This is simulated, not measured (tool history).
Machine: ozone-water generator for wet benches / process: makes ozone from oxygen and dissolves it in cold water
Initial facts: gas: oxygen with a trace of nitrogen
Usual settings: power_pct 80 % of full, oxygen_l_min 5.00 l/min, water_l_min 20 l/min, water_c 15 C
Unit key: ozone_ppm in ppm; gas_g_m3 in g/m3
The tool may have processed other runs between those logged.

| run | hour | power_pct | oxygen_l_min | water_l_min | water_c | ozone_ppm | gas_g_m3 |
|---|---|---|---|---|---|---|---|
| 1 | 0.0 | 80 | 5.00 | 20 | 15 | 18.3 | 212.8 |
| 2 | 52.2 | 80 | 5.00 | 20 | 15 | 18.2 | 207.7 |
| 3 | 120.6 | 80 | 5.00 | 20 | 15 | 18.1 | 211.3 |
| 4 | 219.4 | 80 | 5.00 | 20 | 15 | 18.1 | 206.5 |
| 5 | 314.0 | 80 | 5.00 | 20 | 15 | 18.0 | 205.8 |
| 6 | 410.2 | 41 | 5.00 | 20 | 15 | 10.6 | 124.6 |
| 7 | 500.6 | 41 | 5.00 | 20 | 15 | 10.6 | 125.4 |
| 8 | 605.0 | 80 | 5.00 | 20 | 15 | 17.3 | 204.4 |
| 9 | 661.4 | 80 | 5.00 | 20 | 15 | 17.4 | 203.8 |
| 10 | 713.7 | 80 | 7.75 | 20 | 15 | 18.4 | 173.9 |
| 11 | 797.0 | 80 | 7.75 | 20 | 15 | 18.4 | 173.6 |
| 12 | 905.5 | 80 | 5.00 | 20 | 15 | 16.9 | 200.5 |
|  | 931.6 | contactor cleaned |
| 13 | 985.4 | 80 | 6.40 | 20 | 15 | 19.6 | 183.5 |
| 14 | 1069.6 | 80 | 4.12 | 20 | 15 | 17.5 | 211.0 |
| 15 | 1162.8 | 80 | 4.12 | 20 | 15 | 17.5 | 210.1 |
| 16 | 1264.2 | 80 | 4.12 | 19 | 15 | 18.2 | 209.0 |
| 17 | 1331.3 | 80 | 4.12 | 19 | 15 | 17.7 | 209.1 |
| 18 | 1434.0 | 80 | 4.12 | 19 | 15 | 17.6 | 208.6 |
| 19 | 1503.8 | 73 | 4.12 | 19 | 15 | 17.0 | 194.5 |
| 20 | 1613.9 | 73 | 4.12 | 19 | 15 | 16.4 | 193.4 |
| 21 | 1714.2 | 57 | 4.12 | 21 | 15 | 12.5 | 161.9 |
| 22 | 1817.8 | 57 | 4.12 | 21 | 15 | 12.6 | 160.4 |
| 23 | 1908.4 | 57 | 4.12 | 21 | 15 | 12.2 | 160.7 |
| 24 | 2018.4 | 44 | 4.18 | 21 | 15 | 10.2 | 132.1 |
| 25 | 2119.6 | 80 | 3.04 | 21 | 15 | 14.0 | 224.2 |
| 26 | 2236.6 | 80 | 3.04 | 21 | 15 | 13.6 | 220.6 |
| 27 | 2297.9 | 65 | 3.88 | 12 | 22 | 19.4 | 175.6 |
| 28 | 2396.2 | 82 | 8.56 | 24 | 18 | 14.8 | 156.3 |
| 29 | 2496.3 | 76 | 5.00 | 26 | 15 | 12.0 | 176.5 |
| 30 | 2604.0 | 76 | 3.45 | 13 | 15 | 21.6 | 198.9 |
| 31 | 2702.3 | 88 | 5.00 | 15 | 15 | 22.4 | 192.6 |
| 32 | 2800.7 | 88 | 5.00 | 15 | 15 | 21.7 | 192.4 |
| 33 | 2880.8 | 96 | 6.42 | 21 | 15 | 17.9 | 183.0 |
| 34 | 2959.6 | 96 | 6.42 | 21 | 15 | 17.8 | 183.5 |

Some steps in ozone_ppm between neighbouring runs. How much of each would the tool show without its hidden state too (settings, what came in, random variation), and how much is left for the hidden state, with any gauge scatter that isn't in both results?
Hidden conditions of the tool in this case: yield of the discharge, % of new electrodes'; contactor's efficiency, % of a clean one's; true water temperature over the reading, C; drift of the gauge itself on ozone_ppm, %; drift of the gauge itself on gas_g_m3, %.
Run 5 -> 6: power_pct 80 -> 41. ozone_ppm -7.4 ppm: hidden state +1.1, all else -8.5.
Run 7 -> 8: power_pct 41 -> 80. ozone_ppm +6.7 ppm: hidden state -1.5, all else +8.2.
Run 12 -> 13: oxygen_l_min 5.00 -> 6.40, contactor cleaned. ozone_ppm +2.7 ppm: hidden state +1.4, all else +1.3.
Run 29 -> 30: oxygen_l_min 5.00 -> 3.45, water_l_min 26 -> 13. ozone_ppm +9.6 ppm: hidden state -2.2, all else +11.8.
